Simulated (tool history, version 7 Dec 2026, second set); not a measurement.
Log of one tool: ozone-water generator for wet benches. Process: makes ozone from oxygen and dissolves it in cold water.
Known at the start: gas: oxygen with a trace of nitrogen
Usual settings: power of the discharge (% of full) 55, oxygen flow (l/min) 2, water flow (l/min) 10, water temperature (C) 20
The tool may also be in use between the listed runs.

run,day,power of the discharge (% of full),oxygen flow (l/min),water flow (l/min),water temperature (C),dissolved ozone (ppm),ozone in the gas ahead of the water (g/m3)
1,0,55,2,10,20,13.2,200.8
2,4.292,52,2,10,20,12.6,190
3,9.108,52,2,10,20,12.6,187.7
4,12.879,52,2,10,20,12.7,188.9
5,16.346,52,2,10,20,12.6,188.9
6,20.571,52,2,10,20,12.7,187.1
7,23.196,55,2,10,20,13,195.4
8,28.104,55,2,10,20,12.9,195.4
9,32.1,55,2,10,20,12.9,196.8
10,34.862,55,2,10,20,12.7,196.2
# day 36.671: contactor cleaned
11,37.375,55,2,10,20,14.1,193.6
12,39.721,55,2,10,20,13.7,194.2
13,43.238,55,2,10,20,13.7,193.1
14,47.167,55,2,10,20,13.5,193.6
15,49.838,55,2,14,20,9.6,193.8
16,54.85,55,2,14,20,9.5,193.9
17,57.992,55,2,14,20,9.6,191.2
18,62.521,55,1.3,12,20,10.9,248.6
19,65.962,43,2.88,12,28,7.9,124.6
20,68.788,61,2.49,14,24,9.8,180.6
# day 71.346: water thermometer calibrated
21,72.808,61,2.49,14,24,9.7,179.7
22,76.229,56,2,6,20,21.5,193.6
23,79.504,56,2,6,20,21.2,191.4
24,84.096,55,2,10,19,13.3,189.3
25,87.712,90,2,10,16,20.5,280.9
26,92.588,55,2,11,13,12.6,187.3
27,94.825,62,2,11,22,12.7,204.2
28,97.775,52,2,10,20,12.4,177.8
29,102.504,69,2,10,20,15.5,223.2
30,106.704,50,1.58,10,20,11.7,200.1
31,111.625,50,1.36,10,20,11.6,216.6
32,114.954,55,3.19,10,21,12.1,139.4
33,119.733,55,3.19,10,21,11.9,136.4

The next listed run, before its measurement:
34,124.396,57,1.39,10,15,?,?

Run 34 gave dissolved ozone (ppm) 13.4, ozone in the gas ahead of the water (g/m3) 235.
Without the tool's hidden state the same run would have given dissolved ozone (ppm) 15.8, ozone in the gas ahead of the water (g/m3) 265.8.

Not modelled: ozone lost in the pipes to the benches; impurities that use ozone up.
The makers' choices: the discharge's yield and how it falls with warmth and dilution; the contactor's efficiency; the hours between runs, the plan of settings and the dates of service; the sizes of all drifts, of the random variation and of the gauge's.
